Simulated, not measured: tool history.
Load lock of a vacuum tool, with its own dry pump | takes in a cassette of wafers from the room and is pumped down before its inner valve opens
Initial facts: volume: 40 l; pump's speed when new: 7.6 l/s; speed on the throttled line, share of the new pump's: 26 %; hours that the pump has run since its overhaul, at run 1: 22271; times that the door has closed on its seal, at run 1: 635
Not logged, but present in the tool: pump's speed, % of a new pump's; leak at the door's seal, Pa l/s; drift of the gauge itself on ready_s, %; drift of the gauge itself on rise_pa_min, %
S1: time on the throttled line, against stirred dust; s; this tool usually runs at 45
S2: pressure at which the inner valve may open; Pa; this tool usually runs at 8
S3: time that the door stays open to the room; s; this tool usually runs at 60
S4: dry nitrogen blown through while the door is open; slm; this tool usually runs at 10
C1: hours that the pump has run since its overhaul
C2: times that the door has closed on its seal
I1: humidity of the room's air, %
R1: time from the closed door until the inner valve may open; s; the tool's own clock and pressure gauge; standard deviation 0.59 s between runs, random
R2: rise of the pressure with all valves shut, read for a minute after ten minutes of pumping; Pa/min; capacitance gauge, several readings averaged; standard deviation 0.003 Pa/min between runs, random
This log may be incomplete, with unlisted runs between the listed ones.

run	hour	S1	S2	S3	S4	C1	C2	I1	R1	R2
1	0	45	8	60	10	22271	635	45.9	83.2	0.039
2	141.4	45	12	60	10	22412	823	44.5	82.3	0.038
3	321.9	45	12	60	10	22593	1063	46.9	80.7	0.042
4	430.7	45	12	60	10	22702	1207	43.2	81.4	0.034
5	558	45	12	60	10	22829	1376	47.1	80.9	0.044
6	733.3	45	12	60	10	23004	1609	44.9	81.6	0.043
7	915.9	45	12	60	10	23187	1852	44.8	81.7	0.037
8	1006.2	45	12	47	10	23277	1972	44.2	82.3	0.032
9	1162.5	45	8	122	10	23433	2180	45.7	83.8	0.065
10	1257.4	45	8	50	10	23528	2306	43.1	83.3	0.036
11	1452.5	45	8	50	10	23723	2565	44.9	84	0.03
12	1649.7	45	8	50	10	23921	2827	43.8	83.9	0.032
13	1856.4	45	8	50	7	24127	3102	45.2	83.1	0.042
14	1981.1	27	8	60	10	24252	3268	45.2	71.6	0.043
# hour 2081.3: dry pump taken out, an overhauled one fitted
15	2081.9	30	15	45	17	1	3394	45.8	69.3	0.028
16	2218	40	7	156	10	137	3575	45.8	81.3	0.078
17	2383.3	62	8	60	10	302	3794	42.7	96	0.032
18	2525.3	58	14	36	38	444	3983	48.1	89.3	0.016
19	2621.4	58	10	53	15	540	4111	47.2	91	0.034
20	2810.1	41	8	53	41	729	4362	45.1	80.6	0.022
21	2928.4	56	8	60	10	847	4519	45.7	92.5	0.04
22	3099.9	56	8	105	6	1019	4747	43.7	92.1	0.061
23	3303.4	56	8	105	6	1222	5017	45.1	91.9	0.072

Hidden condition of the tool, last listed run before each entry between runs versus first listed run after:
From run 14 to run 15: dry pump taken out, an overhauled one fitted (hour 2081.3)
  pump's speed, % of a new pump's: 99.6 -> 100

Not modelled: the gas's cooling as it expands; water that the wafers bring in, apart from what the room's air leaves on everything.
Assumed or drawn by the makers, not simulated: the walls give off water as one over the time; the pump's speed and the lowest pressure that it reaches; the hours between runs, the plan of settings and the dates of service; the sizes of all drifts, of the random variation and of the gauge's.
